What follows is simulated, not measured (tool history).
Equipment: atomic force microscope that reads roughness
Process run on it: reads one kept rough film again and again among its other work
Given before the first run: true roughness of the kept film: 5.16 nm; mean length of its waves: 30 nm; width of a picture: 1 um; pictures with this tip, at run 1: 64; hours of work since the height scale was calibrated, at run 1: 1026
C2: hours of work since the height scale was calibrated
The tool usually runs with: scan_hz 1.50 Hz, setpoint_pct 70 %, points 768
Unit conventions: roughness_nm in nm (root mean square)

Run 1, hour 0.0: usual settings; pictures with this tip 64; C2 1026. Result: roughness_nm 3.323 nm (root mean square).
At hour 28.9: new tip fitted.
Run 2, hour 53.4: usual settings but scan_hz 0.76 Hz; pictures with this tip 53; C2 1065. Result: roughness_nm 3.616 nm (root mean square).
At hour 88.8: new tip fitted.
Run 3, hour 109.0: usual settings; pictures with this tip 44; C2 1107. Result: roughness_nm 3.614 nm (root mean square).
Run 4, hour 145.1: usual settings; pictures with this tip 122; C2 1134. Result: roughness_nm 2.994 nm (root mean square).
At hour 150.6: new tip fitted.
Run 5, hour 170.4: usual settings but points 626; pictures with this tip 43; C2 1152. Result: roughness_nm 3.692 nm (root mean square).
At hour 209.6: new tip fitted.
Run 6, hour 221.6: usual settings but setpoint_pct 82 %, points 313; pictures with this tip 26; C2 1190. Result: roughness_nm 3.702 nm (root mean square).
At hour 225.7: height scale calibrated on a step standard.
At hour 272.7: new tip fitted.
Run 7, hour 281.1: usual settings but scan_hz 1.77 Hz, setpoint_pct 90 %, points 561; pictures with this tip 18; C2 41. Result: roughness_nm 3.660 nm (root mean square).
Run 8, hour 327.6: usual settings but scan_hz 2.37 Hz, setpoint_pct 58 %; pictures with this tip 119; C2 76. Result: roughness_nm 3.047 nm (root mean square).
At hour 332.7: new tip fitted.
Run 9, hour 379.4: usual settings but scan_hz 0.56 Hz, setpoint_pct 57 %, points 848; pictures with this tip 101; C2 114. Result: roughness_nm 3.237 nm (root mean square).
At hour 391.7: new tip fitted.
Run 10, hour 423.6: usual settings but scan_hz 3.91 Hz, setpoint_pct 85 %; pictures with this tip 70; C2 147. Result: roughness_nm 2.840 nm (root mean square).

Results for each run, recomputed without the tool's hidden state and with each run's random variation untouched:
What the log doesn't record here: radius of the tip, nm; height scale over the true one, %; drift of the gauge itself on roughness_nm, %.
run  roughness_nm
  1         4.240
  2         4.313
  3         4.254
  4         4.263
  5         4.278
  6         4.086
  7         3.889
  8         4.272
  9         4.391
 10         3.524

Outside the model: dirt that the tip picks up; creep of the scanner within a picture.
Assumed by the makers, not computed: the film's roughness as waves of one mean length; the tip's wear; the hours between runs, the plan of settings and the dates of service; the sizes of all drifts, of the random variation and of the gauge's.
